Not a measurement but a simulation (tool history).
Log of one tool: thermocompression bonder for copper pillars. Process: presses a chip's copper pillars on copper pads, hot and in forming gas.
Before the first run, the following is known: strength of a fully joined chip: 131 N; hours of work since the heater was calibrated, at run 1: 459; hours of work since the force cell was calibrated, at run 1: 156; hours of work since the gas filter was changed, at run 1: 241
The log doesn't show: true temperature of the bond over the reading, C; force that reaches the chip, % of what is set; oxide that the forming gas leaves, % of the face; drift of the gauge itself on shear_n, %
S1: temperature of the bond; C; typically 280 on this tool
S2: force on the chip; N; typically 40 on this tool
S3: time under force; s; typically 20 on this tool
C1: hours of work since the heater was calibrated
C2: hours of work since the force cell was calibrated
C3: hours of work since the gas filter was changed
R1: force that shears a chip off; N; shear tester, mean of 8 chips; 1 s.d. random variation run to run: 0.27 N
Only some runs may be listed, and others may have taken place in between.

run	day	S1	S2	S3	C1	C2	C3	R1
1	0.000	280	40	20	459	156	241	77.5
2	0.425	280	40	20	463	161	246	76.7
3	0.750	280	40	20	467	165	249	76.7
4	1.233	280	40	20	472	170	255	76.7
5	1.629	289	40	20	477	174	259	82.5
# day 2.038: forming gas filter changed
6	2.417	280	30	20	485	183	4	69.0
7	3.042	280	30	20	492	190	11	69.1
8	3.512	301	40	20	497	195	16	98.4
9	4.067	301	40	20	503	201	22	99.1
10	4.571	280	40	20	509	207	28	85.2
11	5.167	280	40	26	515	213	35	90.9
12	5.938	280	40	39	524	222	43	99.7
13	6.667	281	40	20	532	230	51	85.5
14	7.046	281	40	20	536	234	55	85.0
15	7.654	280	40	20	543	241	62	84.4
# day 7.804: heater calibrated with a thermocouple chip
16	8.408	280	40	20	7	248	69	85.7
17	9.133	280	40	20	15	256	77	84.8
18	9.708	280	57	20	21	262	84	103.4
19	10.150	280	57	20	26	267	89	103.7
20	10.750	280	57	20	32	274	95	102.8
# day 11.267: heater calibrated with a thermocouple chip, once more
21	11.492	302	41	47	2	281	102	108.1
22	11.850	264	40	21	6	285	106	64.7
23	12.317	264	40	21	12	290	111	64.0
24	12.671	262	34	22	15	294	115	55.3
25	13.204	280	44	35	21	300	121	92.3

Run 26 has not been measured yet. What should we expect?
26	13.683	251	41	35	27	305	127	?

{"run 26": {"R1": 67.0}}
On a tool with no hidden condition, and with the same random variation, this run would have come out at R1 70.6 N.
